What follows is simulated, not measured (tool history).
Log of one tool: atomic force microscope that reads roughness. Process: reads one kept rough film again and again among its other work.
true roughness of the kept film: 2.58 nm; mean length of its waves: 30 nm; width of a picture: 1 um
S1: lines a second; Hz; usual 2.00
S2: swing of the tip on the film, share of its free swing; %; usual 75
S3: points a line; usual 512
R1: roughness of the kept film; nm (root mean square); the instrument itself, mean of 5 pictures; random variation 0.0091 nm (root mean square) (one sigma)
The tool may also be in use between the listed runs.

| run | hour | S1 | S2 | S3 | R1 |
|---|---|---|---|---|---|
| 1 | 0.0 | 2.00 | 75 | 512 | 1.816 |
| 2 | 7.4 | 2.00 | 75 | 512 | 1.828 |
| 3 | 17.7 | 2.00 | 75 | 512 | 1.826 |
| 4 | 31.3 | 2.00 | 75 | 512 | 1.803 |
| 5 | 44.0 | 2.00 | 75 | 512 | 1.771 |
| 6 | 53.2 | 2.00 | 75 | 512 | 1.769 |
| 7 | 66.1 | 2.00 | 75 | 512 | 1.755 |
| 8 | 77.2 | 2.00 | 75 | 512 | 1.734 |
| 9 | 83.1 | 2.00 | 75 | 512 | 1.728 |
| 10 | 92.0 | 2.00 | 75 | 512 | 1.715 |
| 11 | 101.4 | 2.00 | 75 | 512 | 1.719 |
| 12 | 115.0 | 2.00 | 75 | 512 | 1.686 |
| 13 | 128.2 | 2.00 | 75 | 512 | 1.683 |
| 14 | 141.9 | 2.00 | 75 | 512 | 1.663 |
| 15 | 155.9 | 1.12 | 75 | 512 | 1.777 |
| 16 | 163.5 | 2.00 | 75 | 512 | 1.644 |
|  | 165.2 | height scale calibrated on a step standard |
| 17 | 171.3 | 1.01 | 75 | 512 | 1.767 |
|  | 176.6 | new tip fitted |
| 18 | 182.6 | 1.01 | 75 | 512 | 2.185 |
| 19 | 188.6 | 1.01 | 64 | 512 | 2.248 |
| 20 | 201.9 | 2.00 | 75 | 512 | 1.976 |
| 21 | 214.9 | 2.00 | 75 | 512 | 1.981 |
| 22 | 222.2 | 1.50 | 75 | 981 | 2.036 |
|  | 236.4 | height scale calibrated on a step standard, once more |
| 23 | 237.3 | 2.69 | 56 | 728 | 2.111 |
| 24 | 248.4 | 2.00 | 66 | 755 | 2.030 |
| 25 | 257.8 | 2.01 | 81 | 516 | 1.800 |
| 26 | 265.4 | 2.00 | 67 | 512 | 1.987 |
| 27 | 273.4 | 2.00 | 67 | 512 | 1.984 |
| 28 | 286.2 | 0.99 | 82 | 583 | 1.953 |
| 29 | 299.3 | 3.69 | 62 | 447 | 1.864 |
| 30 | 305.6 | 1.10 | 64 | 581 | 2.040 |
| 31 | 315.8 | 2.00 | 69 | 461 | 1.899 |
| 32 | 323.1 | 2.00 | 69 | 461 | 1.891 |
| 33 | 330.9 | 2.00 | 69 | 461 | 1.852 |
| 34 | 338.8 | 1.58 | 69 | 613 | 1.925 |
| 35 | 352.5 | 1.76 | 69 | 306 | 1.863 |
| 36 | 358.3 | 0.71 | 69 | 746 | 1.975 |
| 37 | 369.6 | 1.96 | 72 | 363 | 1.784 |
| 38 | 380.6 | 0.52 | 88 | 363 | 1.876 |
| 39 | 390.3 | 3.20 | 88 | 571 | 1.321 |
| 40 | 398.1 | 3.36 | 57 | 571 | 1.819 |
| 41 | 411.4 | 2.00 | 75 | 591 | 1.701 |

Forecast each of these 3 alternatives for the next run:
| A | 423.5 | 3.02 | 75 | 591 | ? |
| B | 423.5 | 0.90 | 62 | 662 | ? |
| C | 423.5 | 1.52 | 75 | 344 | ? |

| run | R1 |
|---|---|
| A | 1.591 |
| B | 1.909 |
| C | 1.743 |
Without the tool's hidden state the same runs would have given:
| run | R1 |
|---|---|
| A | 1.913 |
| B | 2.299 |
| C | 2.098 |
